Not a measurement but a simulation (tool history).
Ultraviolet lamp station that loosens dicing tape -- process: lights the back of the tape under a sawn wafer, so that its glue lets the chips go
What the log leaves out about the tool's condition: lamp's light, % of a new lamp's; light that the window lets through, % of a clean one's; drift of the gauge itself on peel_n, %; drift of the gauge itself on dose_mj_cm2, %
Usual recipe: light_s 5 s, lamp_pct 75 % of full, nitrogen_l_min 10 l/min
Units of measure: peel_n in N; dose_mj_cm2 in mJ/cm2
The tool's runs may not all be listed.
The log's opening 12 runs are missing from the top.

run,hour,light_s,lamp_pct,nitrogen_l_min,hours of work of the lamp,hours of work since the window was cleaned,peel_n,dose_mj_cm2
13,152.8,5,75,14,478,229,0.332,425
14,168.9,5,75,14,488,240,0.314,418
15,185.9,5,78,14,500,251,0.298,437
16,200.8,5,78,14,509,261,0.296,435
17,215.1,5,78,10,519,270,0.34,435
18,229.1,9,63,4,528,279,0.231,628
19,248.9,9,90,6,541,292,0.116,902
20,267.2,9,90,6,553,304,0.116,888
21,280.8,5,75,9,562,313,0.425,410
22,290.3,4,75,14,568,319,0.597,330
23,310.3,4,75,14,581,333,0.631,328
24,325.8,4,69,5,592,343,1.265,299
# hour 341.6: window cleaned of glue's vapour
25,344.2,4,69,5,603,2,1.185,313
26,358.2,4,99,5,612,11,0.481,447
27,370,6,91,6,620,19,0.176,618
28,382.2,4,87,6,628,27,0.639,394
29,392.2,4,87,6,635,33,0.602,390
30,408.1,5,90,3,645,44,0.521,508
31,424.8,5,97,6,656,55,0.254,547

Below are 4 alternative next runs, each starting from the tool's condition after run 31. Predict each:
A,433.3,5,99,10,662,60,?,?
B,433.3,3,89,6,662,60,?,?
C,433.3,7,93,6,662,60,?,?
D,433.3,4,97,6,662,60,?,?

run,peel_n,dose_mj_cm2
A,0.19,546
B,1.196,299
C,0.139,733
D,0.465,432
The same runs, with their run-to-run variation unchanged, on a tool lacking any hidden condition would have given:
run,peel_n,dose_mj_cm2
A,0.155,608
B,0.943,333
C,0.123,815
D,0.349,480
